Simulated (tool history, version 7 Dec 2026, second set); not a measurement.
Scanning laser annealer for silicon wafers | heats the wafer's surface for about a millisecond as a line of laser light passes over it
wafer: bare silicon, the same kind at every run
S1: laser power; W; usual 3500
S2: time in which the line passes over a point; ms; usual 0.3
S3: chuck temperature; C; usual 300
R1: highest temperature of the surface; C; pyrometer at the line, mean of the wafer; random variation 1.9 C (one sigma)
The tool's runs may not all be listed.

{"run": 1, "hour": 0.0, "S1": 3500, "S2": 0.3, "S3": 300, "R1": 1104}
{"run": 2, "hour": 8.1, "S1": 3500, "S2": 0.3, "S3": 300, "R1": 1108}
{"run": 3, "hour": 14.9, "S1": 3500, "S2": 0.3, "S3": 300, "R1": 1108}
{"run": 4, "hour": 21.5, "S1": 3500, "S2": 0.3, "S3": 276, "R1": 1081}
{"run": 5, "hour": 31.8, "S1": 3500, "S2": 0.3, "S3": 305, "R1": 1114}
{"run": 6, "hour": 41.5, "S1": 3500, "S2": 0.3, "S3": 305, "R1": 1110}
{"run": 7, "hour": 49.1, "S1": 3500, "S2": 0.33, "S3": 300, "R1": 1142}
{"run": 8, "hour": 59.3, "S1": 3500, "S2": 0.33, "S3": 300, "R1": 1143}
{"run": 9, "hour": 65.8, "S1": 3500, "S2": 0.33, "S3": 300, "R1": 1142}
{"run": 10, "hour": 75.6, "S1": 3500, "S2": 0.33, "S3": 300, "R1": 1143}
{"run": 11, "hour": 83.9, "S1": 3500, "S2": 0.3, "S3": 300, "R1": 1101}
{"run": 12, "hour": 93.8, "S1": 3500, "S2": 0.3, "S3": 300, "R1": 1100}
{"run": 13, "hour": 102.3, "S1": 3500, "S2": 0.3, "S3": 305, "R1": 1109}
{"run": 14, "hour": 109.8, "S1": 3500, "S2": 0.3, "S3": 300, "R1": 1101}
{"run": 15, "hour": 116.3, "S1": 3500, "S2": 0.3, "S3": 300, "R1": 1098}
{"run": 16, "hour": 122.1, "S1": 3500, "S2": 0.3, "S3": 300, "R1": 1099}
{"run": 17, "hour": 127.1, "S1": 3500, "S2": 0.31, "S3": 300, "R1": 1116}
{"run": 18, "hour": 137.2, "S1": 3500, "S2": 0.31, "S3": 300, "R1": 1116}
{"run": 19, "hour": 141.4, "S1": 3500, "S2": 0.31, "S3": 300, "R1": 1111}
{"run": 20, "hour": 150.6, "S1": 3500, "S2": 0.3, "S3": 300, "R1": 1099}
{"run": 21, "hour": 160.7, "S1": 3500, "S2": 0.248, "S3": 300, "R1": 1027}
{"run": 22, "hour": 171.0, "S1": 3500, "S2": 0.248, "S3": 300, "R1": 1026}
{"run": 23, "hour": 176.3, "S1": 3816, "S2": 0.33, "S3": 265, "R1": 1173}
{"run": 24, "hour": 184.2, "S1": 3816, "S2": 0.33, "S3": 265, "R1": 1174}
{"hour": 188.1, "done": "laser's power meter calibrated"}
{"run": 25, "hour": 195.4, "S1": 3816, "S2": 0.33, "S3": 290, "R1": 1198}
{"run": 26, "hour": 199.6, "S1": 3274, "S2": 0.359, "S3": 326, "R1": 1140}
{"run": 27, "hour": 209.9, "S1": 3500, "S2": 0.3, "S3": 270, "R1": 1069}
{"run": 28, "hour": 217.4, "S1": 3500, "S2": 0.3, "S3": 315, "R1": 1111}
{"run": 29, "hour": 223.3, "S1": 3500, "S2": 0.215, "S3": 300, "R1": 976}
{"hour": 233.2, "done": "laser's power meter calibrated, once more"}
{"run": 30, "hour": 235.7, "S1": 3036, "S2": 0.245, "S3": 291, "R1": 914}
{"run": 31, "hour": 239.8, "S1": 3350, "S2": 0.245, "S3": 304, "R1": 992}
{"run": 32, "hour": 247.1, "S1": 3350, "S2": 0.245, "S3": 304, "R1": 991}
{"run": 33, "hour": 251.4, "S1": 3500, "S2": 0.217, "S3": 289, "R1": 967}
{"run": 34, "hour": 260.5, "S1": 3500, "S2": 0.217, "S3": 289, "R1": 966}
{"run": 35, "hour": 265.5, "S1": 3500, "S2": 0.217, "S3": 289, "R1": 961}
{"run": 36, "hour": 270.5, "S1": 3500, "S2": 0.265, "S3": 319, "R1": 1062}
{"run": 37, "hour": 280.7, "S1": 3500, "S2": 0.266, "S3": 319, "R1": 1062}
{"run": 38, "hour": 288.9, "S1": 3500, "S2": 0.312, "S3": 300, "R1": 1106}
{"run": 39, "hour": 296.5, "S1": 2983, "S2": 0.279, "S3": 321, "R1": 971}
{"run": 40, "hour": 306.2, "S1": 2983, "S2": 0.279, "S3": 321, "R1": 975}

Forecast each of these 4 alternatives for the next run:
{"run": "A", "hour": 312.0, "S1": 3500, "S2": 0.212, "S3": 325, "R1": "?"}
{"run": "B", "hour": 312.0, "S1": 3092, "S2": 0.356, "S3": 300, "R1": "?"}
{"run": "C", "hour": 312.0, "S1": 3500, "S2": 0.262, "S3": 300, "R1": "?"}
{"run": "D", "hour": 312.0, "S1": 3280, "S2": 0.367, "S3": 310, "R1": "?"}

run=A R1=989
run=B R1=1060
run=C R1=1039
run=D R1=1130
Without the tool's hidden state the same runs would have given:
run=A R1=1013
run=B R1=1086
run=C R1=1065
run=D R1=1158

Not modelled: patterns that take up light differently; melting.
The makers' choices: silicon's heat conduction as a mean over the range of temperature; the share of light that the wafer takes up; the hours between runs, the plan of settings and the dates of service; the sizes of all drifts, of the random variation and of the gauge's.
